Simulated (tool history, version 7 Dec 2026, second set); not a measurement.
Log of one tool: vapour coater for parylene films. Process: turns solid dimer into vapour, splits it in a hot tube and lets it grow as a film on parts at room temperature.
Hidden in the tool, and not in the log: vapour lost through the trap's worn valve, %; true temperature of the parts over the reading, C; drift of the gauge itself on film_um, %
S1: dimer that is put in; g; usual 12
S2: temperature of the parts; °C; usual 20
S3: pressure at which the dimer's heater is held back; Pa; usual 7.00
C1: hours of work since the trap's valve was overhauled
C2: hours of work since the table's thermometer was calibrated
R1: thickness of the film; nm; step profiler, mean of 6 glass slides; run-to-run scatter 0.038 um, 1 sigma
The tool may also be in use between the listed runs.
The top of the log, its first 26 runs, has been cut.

run	hour	S1	S2	S3	C1	C2	R1
27	761.3	22	31	3.86	206	554	6290
28	782.0	22	31	3.86	217	565	6300
29	816.5	10	20	7.00	235	583	2980
30	855.8	11	20	11.51	256	603	3030
31	886.9	19	14	4.47	272	619	6610
# hour 904.1: trap's valve overhauled
32	933.9	9	25	7.00	16	642	2780
33	962.4	9	25	7.67	30	657	2750
34	990.5	9	13	6.37	45	671	3320
35	1019.7	9	13	6.37	60	687	3290
36	1062.5	6	20	3.14	83	709	2200
37	1097.2	6	20	3.14	101	727	2160
38	1131.1	6	20	5.48	119	745	1970
39	1150.1	9	20	4.46	129	755	3020
40	1186.0	9	20	4.46	147	774	3020
41	1215.4	12	28	4.59	163	789	3600
42	1251.6	12	28	4.59	182	808	3510
43	1282.6	12	28	4.59	198	824	3490
44	1309.8	12	21	8.82	212	838	3490
45	1342.2	15	20	6.40	229	855	4590
46	1361.5	12	14	7.00	239	865	3930
47	1390.8	5	20	9.64	255	881	1410
48	1430.7	12	14	7.00	275	902	3880

Predict each of these 3 candidate next runs independently; none follows another, all start after run 48:
# hour 1441.8: trap's valve overhauled
A	1473.6	12	14	6.75	17	922	?
# hour 1441.8: trap's valve overhauled
B	1473.6	12	30	5.83	17	922	?
# hour 1441.8: trap's valve overhauled
C	1473.6	12	14	4.85	17	922	?

run	R1
A	4390
B	3530
C	4650
Stripped of hidden state, with their random variation kept, the same runs would have yielded:
run	R1
A	4420
B	3550
C	4680
